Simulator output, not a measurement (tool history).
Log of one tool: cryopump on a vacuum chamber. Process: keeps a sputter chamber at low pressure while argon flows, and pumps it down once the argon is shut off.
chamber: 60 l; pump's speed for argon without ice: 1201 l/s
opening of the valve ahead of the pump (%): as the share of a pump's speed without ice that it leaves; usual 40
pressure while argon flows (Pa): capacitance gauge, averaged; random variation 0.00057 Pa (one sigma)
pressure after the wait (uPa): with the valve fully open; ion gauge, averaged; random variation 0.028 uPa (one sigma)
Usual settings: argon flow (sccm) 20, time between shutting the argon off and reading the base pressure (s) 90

run    hour  argon flow (sccm)  time between shutting the argon off and reading the base pressure (s)  opening of the valve ahead of the pump (%)  pressure while argon flows (Pa)  pressure after the wait (uPa)
  1       0                 20                                                                     90                                          40                           0.0764                           1.72
  2   124.9                 20                                                                     90                                          40                           0.0786                           1.76
  3   229.8                 20                                                                     90                                          40                           0.0789                           1.78
  4   308.9                 20                                                                     90                                          40                           0.0811                           1.86
  5   425.5                 20                                                                     90                                          40                           0.0835                           1.87
      510.2  -- pump warmed up, emptied and cooled again
  6   543.4                 29                                                                     90                                          40                            0.104                           1.64
  7   634.5                 29                                                                     90                                          40                            0.105                           1.63
  8     699                 25                                                                     63                                          40                           0.0918                           2.13
  9   816.7                 39                                                                    155                                          51                           0.1162                            1.3
 10   945.5                 26                                                                     26                                          25                           0.1549                           4.27
 11  1057.7                 15                                                                     38                                          52                           0.0461                           3.17
 12  1162.9                 30                                                                     34                                          21                           0.2161                           3.52
 13  1234.9                 30                                                                     34                                          21                           0.2192                           3.63

The same runs without the tool's hidden state, with the same run-to-run variation:
The hidden state here: pump's speed, % of a pump's without ice; cold plate's temperature, K; leak into the chamber, uPa l/s; drift of the gauge itself on working_pa, %; drift of the gauge itself on base_upa, %.
run  pressure while argon flows (Pa)  pressure after the wait (uPa)
  1                           0.0706                           1.31
  2                           0.0709                           1.31
  3                           0.0695                           1.29
  4                           0.0702                           1.32
  5                             0.07                           1.29
  6                           0.1025                            1.3
  7                            0.102                           1.28
  8                           0.0883                           1.75
  9                           0.1077                           0.88
 10                            0.147                           3.81
 11                           0.0401                           2.67
 12                           0.2015                           2.96
 13                           0.2025                           3.04
